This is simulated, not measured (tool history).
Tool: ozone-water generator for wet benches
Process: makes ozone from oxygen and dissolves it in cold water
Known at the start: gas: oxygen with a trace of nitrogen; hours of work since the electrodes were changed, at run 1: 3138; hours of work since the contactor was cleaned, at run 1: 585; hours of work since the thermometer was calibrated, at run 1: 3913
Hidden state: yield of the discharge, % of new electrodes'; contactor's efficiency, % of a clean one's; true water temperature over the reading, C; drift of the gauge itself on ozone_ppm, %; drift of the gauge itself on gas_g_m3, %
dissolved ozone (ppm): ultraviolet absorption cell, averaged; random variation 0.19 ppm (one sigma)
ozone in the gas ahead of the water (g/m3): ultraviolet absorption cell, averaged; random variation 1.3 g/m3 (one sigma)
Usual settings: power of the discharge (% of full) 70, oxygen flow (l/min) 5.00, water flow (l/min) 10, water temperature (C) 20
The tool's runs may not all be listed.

run      day  power of the discharge (% of full)  oxygen flow (l/min)  water flow (l/min)  water temperature (C)  hours of work since the electrodes were changed  hours of work since the contactor was cleaned  hours of work since the thermometer was calibrated  dissolved ozone (ppm)  ozone in the gas ahead of the water (g/m3)
  1    0.000                                  70                 5.00                  10                     20                                             3138                                            585                                                3913                   26.1                                       251.4
  2    5.617                                  70                 5.00                  10                     20                                             3228                                            675                                                4003                   26.3                                       251.5
  3    9.017                                  50                 5.00                  10                     20                                             3282                                            729                                                4057                   21.9                                       209.6
  4   14.296                                  50                 5.00                  10                     20                                             3366                                            813                                                4141                   22.3                                       210.0
  5   18.225                                  70                 5.00                  10                     18                                             3429                                            876                                                4204                   27.1                                       250.4
  6   20.942                                  70                 5.00                  10                     20                                             3472                                            920                                                4247                   26.5                                       246.9
  7   26.271                                  70                 5.00                  10                     20                                             3557                                           1005                                                4332                   26.1                                       249.6
  8   29.108                                  70                 5.00                  10                     20                                             3603                                           1050                                                4378                   26.2                                       247.1
  9   34.179                                  70                 5.00                  10                     20                                             3684                                           1131                                                4459                   26.1                                       249.8
      36.475  -- water thermometer calibrated
 10   38.129                                  70                 5.00                  10                     20                                             3746                                           1194                                                  26                   26.2                                       251.5
 11   42.479                                  70                 5.00                  13                     20                                             3816                                           1263                                                  96                   21.5                                       250.1
 12   46.317                                  70                 5.00                  13                     20                                             3877                                           1324                                                 157                   21.2                                       250.0
 13   50.962                                  70                 5.00                  13                     20                                             3951                                           1399                                                 231                   21.5                                       250.8
 14   54.567                                  70                 5.00                  13                     20                                             4009                                           1456                                                 289                   21.5                                       248.4
 15   58.096                                  70                 5.00                  10                     20                                             4065                                           1512                                                 345                   25.8                                       249.5
 16   63.533                                  70                 5.00                  10                     20                                             4152                                           1599                                                 432                   26.4                                       250.3
 17   67.012                                  70                 5.00                  10                     20                                             4207                                           1655                                                 488                   26.4                                       250.7
 18   72.317                                  59                 5.00                  14                     20                                             4292                                           1739                                                 572                   18.3                                       226.0
 19   75.725                                  59                 5.00                  14                     20                                             4347                                           1794                                                 627                   18.4                                       228.0
 20   81.171                                  59                 5.80                  14                     20                                             4433                                           1881                                                 714                   18.4                                       215.7
 21   86.675                                  70                 5.93                  12                     20                                             4521                                           1969                                                 801                   22.8                                       230.9
 22   89.312                                  68                 5.94                  11                     20                                             4563                                           2011                                                 844                   24.2                                       230.8
 23   94.704                                  68                 2.63                  13                     20                                             4649                                           2097                                                 930                   19.6                                       323.0
 24   98.042                                  70                 4.46                   9                     20                                             4703                                           2150                                                 983                   28.6                                       260.8
 25  101.521                                  70                 3.59                  12                     20                                             4758                                           2206                                                1038                   22.6                                       285.7
 26  105.146                                  93                 8.90                   7                     19                                             4816                                           2264                                                1096                   36.4                                       227.8
 27  107.929                                  70                 5.00                  12                     15                                             4861                                           2308                                                1141                   24.8                                       250.7
 28  112.392                                  70                 5.00                  12                     15                                             4932                                           2379                                                1212                   25.1                                       248.6
 29  117.317                                  70                 5.00                  12                     15                                             5011                                           2458                                                1291                   24.8                                       249.4
 30  122.071                                  52                 5.00                  11                     15                                             5086                                           2534                                                1366                   23.2                                       213.7
 31  126.475                                  52                 5.00                  11                     15                                             5157                                           2604                                                1437                   23.1                                       211.2
     129.812  -- electrodes of the discharge changed
 32  131.521                                  52                 5.00                  11                     15                                               27                                           2681                                                1513                   22.8                                       214.0
 33  134.804                                  52                 5.00                  11                     15                                               80                                           2733                                                1566                   23.2                                       214.8

Hidden state at the last listed run before each entry between runs and at the first one after, where it differs:
Between runs 9 and 10: water thermometer calibrated (day 36.475)
  true water temperature over the reading, C: 0.01 -> 0
Between runs 31 and 32: electrodes of the discharge changed (day 129.812)
  yield of the discharge, % of new electrodes': 99.7 -> 100

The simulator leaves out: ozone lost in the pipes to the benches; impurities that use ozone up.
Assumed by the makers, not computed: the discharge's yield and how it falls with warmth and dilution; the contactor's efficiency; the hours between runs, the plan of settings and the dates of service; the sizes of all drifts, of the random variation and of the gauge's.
